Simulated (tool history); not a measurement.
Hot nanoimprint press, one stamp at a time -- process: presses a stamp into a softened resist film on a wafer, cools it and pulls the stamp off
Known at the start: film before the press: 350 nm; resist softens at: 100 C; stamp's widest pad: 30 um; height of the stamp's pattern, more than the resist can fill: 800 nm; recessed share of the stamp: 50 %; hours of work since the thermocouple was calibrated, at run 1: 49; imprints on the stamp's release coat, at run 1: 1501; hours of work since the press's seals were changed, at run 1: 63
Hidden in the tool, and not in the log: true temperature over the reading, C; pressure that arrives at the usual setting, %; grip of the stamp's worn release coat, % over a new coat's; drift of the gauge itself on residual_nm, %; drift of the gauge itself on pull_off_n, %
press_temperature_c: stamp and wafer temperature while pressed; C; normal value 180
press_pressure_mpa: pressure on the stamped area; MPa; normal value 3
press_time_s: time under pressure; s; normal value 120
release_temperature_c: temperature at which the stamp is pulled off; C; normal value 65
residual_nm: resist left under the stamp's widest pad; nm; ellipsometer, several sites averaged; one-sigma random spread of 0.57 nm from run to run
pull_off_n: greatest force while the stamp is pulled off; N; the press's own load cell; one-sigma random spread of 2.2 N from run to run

| run | day | press_temperature_c | press_pressure_mpa | press_time_s | release_temperature_c | hours of work since the thermocouple was calibrated | imprints on the stamp's release coat | hours of work since the press's seals were changed | residual_nm | pull_off_n |
|---|---|---|---|---|---|---|---|---|---|---|
| 1 | 0 | 180 | 3 | 120 | 65 | 49 | 1501 | 63 | 181.1 | 140 |
| 2 | 0.496 | 180 | 3 | 120 | 56 | 55 | 1523 | 69 | 180.7 | 148 |
| 3 | 0.9 | 180 | 3 | 120 | 65 | 61 | 1541 | 74 | 181.2 | 139 |
| 4 | 1.479 | 180 | 3 | 120 | 65 | 68 | 1567 | 81 | 181.7 | 137 |
| 5 | 1.771 | 180 | 3 | 120 | 65 | 72 | 1580 | 85 | 180.4 | 141 |
| 6 | 2.188 | 180 | 3 | 120 | 65 | 77 | 1598 | 90 | 181.6 | 137 |
| 7 | 2.683 | 180 | 3 | 120 | 65 | 83 | 1620 | 97 | 182 | 139 |
| 8 | 3.042 | 180 | 3.59 | 120 | 65 | 88 | 1637 | 101 | 167.9 | 137 |
|  | 3.396 | stamp cleaned and given a new release coat |
| 9 | 3.662 | 180 | 3.59 | 120 | 65 | 92 | 12 | 106 | 168.2 | 138 |
| 10 | 4.012 | 180 | 3.59 | 120 | 65 | 97 | 28 | 110 | 169.6 | 136 |
| 11 | 4.354 | 180 | 3.59 | 120 | 65 | 101 | 43 | 115 | 168 | 131 |
| 12 | 4.729 | 180 | 3 | 64 | 65 | 106 | 59 | 119 | 222.9 | 136 |
| 13 | 5.35 | 180 | 3 | 120 | 65 | 114 | 87 | 127 | 180.8 | 141 |
| 14 | 5.646 | 180 | 3 | 120 | 65 | 118 | 100 | 131 | 181.9 | 141 |
| 15 | 6.092 | 180 | 3 | 120 | 65 | 123 | 120 | 137 | 181.9 | 139 |
| 16 | 6.671 | 180 | 3 | 120 | 65 | 131 | 146 | 144 | 182.6 | 132 |
| 17 | 7.2 | 180 | 3 | 120 | 65 | 138 | 169 | 151 | 182.2 | 136 |
| 18 | 7.738 | 183 | 3 | 120 | 66 | 144 | 193 | 158 | 167.6 | 136 |
| 19 | 8.354 | 183 | 3 | 120 | 66 | 152 | 221 | 166 | 168.4 | 134 |
| 20 | 8.733 | 189 | 1.91 | 235 | 65 | 157 | 237 | 170 | 135.8 | 137 |
| 21 | 9.358 | 190 | 3 | 200 | 67 | 165 | 265 | 178 | 113.9 | 139 |
| 22 | 9.879 | 169 | 2.65 | 119 | 65 | 172 | 288 | 185 | 251.2 | 134 |
| 23 | 10.496 | 180 | 3 | 192 | 65 | 179 | 316 | 193 | 154 | 137 |
| 24 | 10.771 | 180 | 3 | 192 | 65 | 183 | 328 | 196 | 153.7 | 138 |
| 25 | 11.283 | 180 | 3 | 192 | 65 | 189 | 351 | 203 | 154.4 | 138 |
| 26 | 11.779 | 173 | 3 | 210 | 65 | 196 | 373 | 209 | 183.9 | 136 |
| 27 | 12.396 | 173 | 3 | 210 | 65 | 204 | 400 | 217 | 184.1 | 136 |
| 28 | 12.862 | 180 | 3 | 210 | 59 | 210 | 421 | 223 | 148.9 | 143 |
| 29 | 13.154 | 180 | 3 | 210 | 59 | 213 | 434 | 227 | 149.6 | 144 |
| 30 | 13.692 | 171 | 3.91 | 103 | 59 | 220 | 458 | 234 | 222 | 143 |
| 31 | 14.058 | 191 | 4.74 | 108 | 65 | 225 | 474 | 238 | 115.2 | 138 |

Each row is a separate what-if for the run after 31, all from the same tool condition, not one after another. Results?
| A | 14.683 | 176 | 1.96 | 108 | 65 | 233 | 502 | 246 | ? | ? |
| B | 14.683 | 172 | 4.74 | 72 | 65 | 233 | 502 | 246 | ? | ? |
| C | 14.683 | 180 | 3 | 143 | 65 | 233 | 502 | 246 | ? | ? |

| run | residual_nm | pull_off_n |
|---|---|---|
| A | 244.5 | 136 |
| B | 226.2 | 136 |
| C | 173.8 | 136 |
The same runs, with their run-to-run variation unchanged, on a tool lacking any hidden condition would have given:
| run | residual_nm | pull_off_n |
|---|---|---|
| A | 239 | 135 |
| B | 221.2 | 135 |
| C | 169.9 | 135 |
